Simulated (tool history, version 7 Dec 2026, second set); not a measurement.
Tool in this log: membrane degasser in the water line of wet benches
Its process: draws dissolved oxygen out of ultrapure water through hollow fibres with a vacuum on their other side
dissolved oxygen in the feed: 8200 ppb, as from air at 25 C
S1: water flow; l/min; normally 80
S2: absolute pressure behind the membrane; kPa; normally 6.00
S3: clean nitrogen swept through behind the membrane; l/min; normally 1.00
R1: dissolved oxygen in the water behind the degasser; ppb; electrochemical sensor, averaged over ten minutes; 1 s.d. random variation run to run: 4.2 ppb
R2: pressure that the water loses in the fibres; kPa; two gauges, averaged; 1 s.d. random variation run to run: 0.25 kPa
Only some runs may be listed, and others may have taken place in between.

run,hour,S1,S2,S3,R1,R2
1,0.0,80,6.00,1.00,469.1,67.25
2,50.7,84,6.00,1.00,505.7,70.37
3,108.9,84,6.00,1.00,488.7,70.88
4,163.0,59,6.00,1.00,350.2,49.62
5,222.6,80,6.00,1.00,466.1,67.52
6,283.4,80,10.28,1.00,967.8,67.77
7,319.1,80,6.00,1.00,474.1,67.83
8,348.5,80,6.00,1.00,473.9,67.72
9,392.1,80,6.00,1.00,474.0,67.61
10,423.1,80,6.00,2.44,294.3,67.31
11,453.1,80,6.00,1.00,469.0,67.67
# hour 496.3: seals of the vacuum lines changed
12,499.2,80,6.00,1.00,474.4,67.20
13,532.9,80,6.00,1.00,477.5,67.02
14,585.9,80,6.00,1.00,480.4,67.41
15,625.1,57,12.12,2.80,429.2,47.69
16,653.7,71,8.03,0.82,737.7,59.96
17,679.4,95,4.43,0.82,374.0,80.61
18,709.3,57,8.06,1.99,340.2,48.33
19,763.3,66,5.25,1.00,317.7,55.92
20,824.4,105,7.41,0.71,946.2,88.93
21,865.8,96,12.96,1.00,1470.5,81.10
22,896.5,112,12.24,0.47,2108.5,95.29
23,938.2,112,12.24,0.47,2068.2,94.73
24,971.9,112,12.24,0.47,2096.4,94.25
25,1031.4,112,12.24,0.47,2097.8,93.99
26,1079.8,112,12.24,0.47,2114.0,94.63
27,1112.9,112,12.24,0.47,2120.9,94.28

Each row is a separate what-if for the run after 27, all from the same tool condition, not one after another. Results?
A,1139.4,80,6.70,1.00,?,?
B,1139.4,50,6.00,1.00,?,?
C,1139.4,85,7.09,0.69,?,?
D,1139.4,50,14.64,0.47,?,?

run,R1,R2
A,567.9,67.53
B,305.9,42.45
C,766.6,72.13
D,1624.6,42.49
Stripped of hidden state, with their random variation kept, the same runs would have yielded:
run,R1,R2
A,538.2,66.57
B,285.7,41.85
C,731.0,71.11
D,1601.6,41.89
